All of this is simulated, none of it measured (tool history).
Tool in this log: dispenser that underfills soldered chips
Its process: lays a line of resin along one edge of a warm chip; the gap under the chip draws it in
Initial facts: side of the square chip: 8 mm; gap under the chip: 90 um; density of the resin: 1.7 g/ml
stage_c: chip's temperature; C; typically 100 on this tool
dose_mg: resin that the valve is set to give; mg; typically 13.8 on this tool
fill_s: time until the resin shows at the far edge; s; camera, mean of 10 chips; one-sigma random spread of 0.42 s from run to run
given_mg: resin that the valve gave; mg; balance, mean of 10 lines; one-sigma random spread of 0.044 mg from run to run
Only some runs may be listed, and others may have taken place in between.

run   hour  stage_c  dose_mg  fill_s  given_mg
  1    0.0      100     13.8    39.2     13.36
       0.8  -- new syringe of resin
       5.0  -- dispensing valve cleaned and set on the balance
  2    5.5      103     13.8    29.7     13.82
  3   11.9      103     13.8    35.8     13.82
      13.2  -- new syringe of resin
  4   18.0      103     13.8    31.1     13.73
      24.3  -- new syringe of resin
  5   25.2      103     13.8    27.4     13.70
  6   28.4      103     13.8    29.9     13.66
  7   31.5      100     13.8    36.9     13.65
      35.5  -- new syringe of resin
  8   37.8      100     13.8    33.4     13.75
  9   40.8      100     13.8    35.4     13.65
 10   45.4      100     15.3    40.4     15.03
      46.8  -- new syringe of resin
 11   52.7      100     13.8    34.5     13.66
      57.9  -- new syringe of resin
 12   59.2      100     13.8    32.3     13.58
 13   65.6      100     13.8    37.1     13.60
      68.8  -- new syringe of resin
 14   68.9      100     14.1    30.2     13.82
 15   74.9      100     14.1    35.4     13.81
      79.9  -- new syringe of resin
 16   81.9      100     14.1    32.1     13.80
 17   85.4      100     14.1    36.0     13.76
 18   89.3       99     14.5    39.9     14.16
      91.1  -- new syringe of resin
 19   94.8       89     17.6    47.6     17.12
     102.2  -- new syringe of resin
 20  102.2       98     15.7    32.9     15.19
 21  106.6       98     15.7    36.1     15.25
     112.8  -- dispensing valve cleaned and set on the balance
     114.3  -- new syringe of resin
 22  114.3       92     13.9    39.8     13.92
 23  119.7       92     12.3    47.3     12.29
 24  124.3      105     13.5    33.2     13.50
     125.9  -- new syringe of resin
 25  131.7      109     13.1    26.2     13.03
 26  135.3       89     17.5    55.3     17.46
     137.0  -- new syringe of resin
 27  138.7      101     15.5    30.3     15.38
 28  145.8      101     15.5    36.3     15.26
     148.3  -- new syringe of resin
 29  152.9      110     16.6    24.2     16.42
 30  158.2       93     12.3    51.4     12.08
     159.5  -- new syringe of resin
 31  161.6       93     13.9    42.0     13.69
 32  165.3       98     13.8    37.4     13.63
     170.6  -- new syringe of resin
 33  172.1       94     13.1    40.5     12.87

Branching from run 33: 5 alternative next runs. What would each branch give?
  A  177.1      104     14.9       ?         ?
  B  177.1      113     12.9       ?         ?
  C  177.1      101     13.1       ?         ?
  D  177.1      102     16.3       ?         ?
  E  177.1      101     14.4       ?         ?

run  fill_s  given_mg
  A    31.7     14.56
  B    24.1     12.65
  C    35.1     12.84
  D    32.2     15.89
  E    33.8     14.17
Without the tool's unlogged condition, the same runs would have read:
run  fill_s  given_mg
  A    26.1     14.86
  B    19.9     12.91
  C    28.8     13.11
  D    26.6     16.22
  E    27.8     14.46
